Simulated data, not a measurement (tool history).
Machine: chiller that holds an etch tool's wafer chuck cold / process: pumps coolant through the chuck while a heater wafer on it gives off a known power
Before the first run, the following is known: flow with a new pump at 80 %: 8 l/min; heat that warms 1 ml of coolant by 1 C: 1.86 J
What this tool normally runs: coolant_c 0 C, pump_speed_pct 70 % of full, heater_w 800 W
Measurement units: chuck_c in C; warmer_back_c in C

run     day  coolant_c  pump_speed_pct  heater_w  chuck_c  warmer_back_c
  1       0          0              70       800      7.3            3.7
  2   1.417          0              70       800      7.3            3.7
  3   3.179          0              70       800      7.2           3.75
  4   3.946          8              70       800     15.3           3.73
  5   4.821          8              70       800     15.2           3.76
  6   6.154          8              70       800     15.1           3.74
  7   7.296          0              70       781      6.9           3.68
  8   8.158          0              70       800      7.2           3.77
  9   9.788          0              70       800      7.2           3.78
 10  11.671          0              70       800      7.3           3.81
 11  13.225          0              70       800      7.2           3.72
 12  14.025          0              70       800      7.3           3.82
 13  15.579          0              70       800      7.1            3.8
 14  16.933          0              70      1126     10.3           5.42
 15  18.688          0              70      1126       10           5.32
 16    19.8          0              70      1126     10.1           5.32
 17  20.938          0              70      1126     10.3            5.4
 18  22.742          0              70      1126     10.3           5.41
 19  23.621          0              70      1126     10.2           5.39
 20  24.954          0              70       575      5.2           2.81
 21  25.767          0              86       546      4.2           2.23
 22  26.742          0              69       800      7.4           3.99
 23  27.792         -4              71       669      1.7           3.29
 24  28.988          5              71       669     10.8           3.25
 25  30.496          5              71       669       11           3.23
 26  31.946         -1              96      1164      7.8           4.08
 27  33.629         -1              96      1164      7.7           4.03
 28  34.908          0              70       996        9            4.9
 29   36.15          8              70       800     15.3           3.74
 30  37.667          7              92       478     10.7           1.65
 31  38.862          7              62       737     14.1           3.95

Not shown here: 2 entries made in the log between runs. Locate each between two listed runs and compare the hidden state at the listed run before it with the hidden state at the listed run after it:
Logged between run 2 and run 3: chiller's thermometer calibrated (day 1.783)
  heat passed by the chuck's channels, % of clean ones': 100 -> 99.9; coolant's true temperature over the reading, C: 0.01 -> 0; drift of the gauge itself on warmer_back_c, C: 0.01 -> 0.02
  measured less the result without the state, warmer_back_c: +0.01 -> +0.02 C
Logged between run 28 and run 29: gauge calibrated (day 35.167)
  drift of the gauge itself on warmer_back_c, C: 0.24 -> 0.01
  measured less the result without the state, warmer_back_c: +0.24 -> +0.01 C
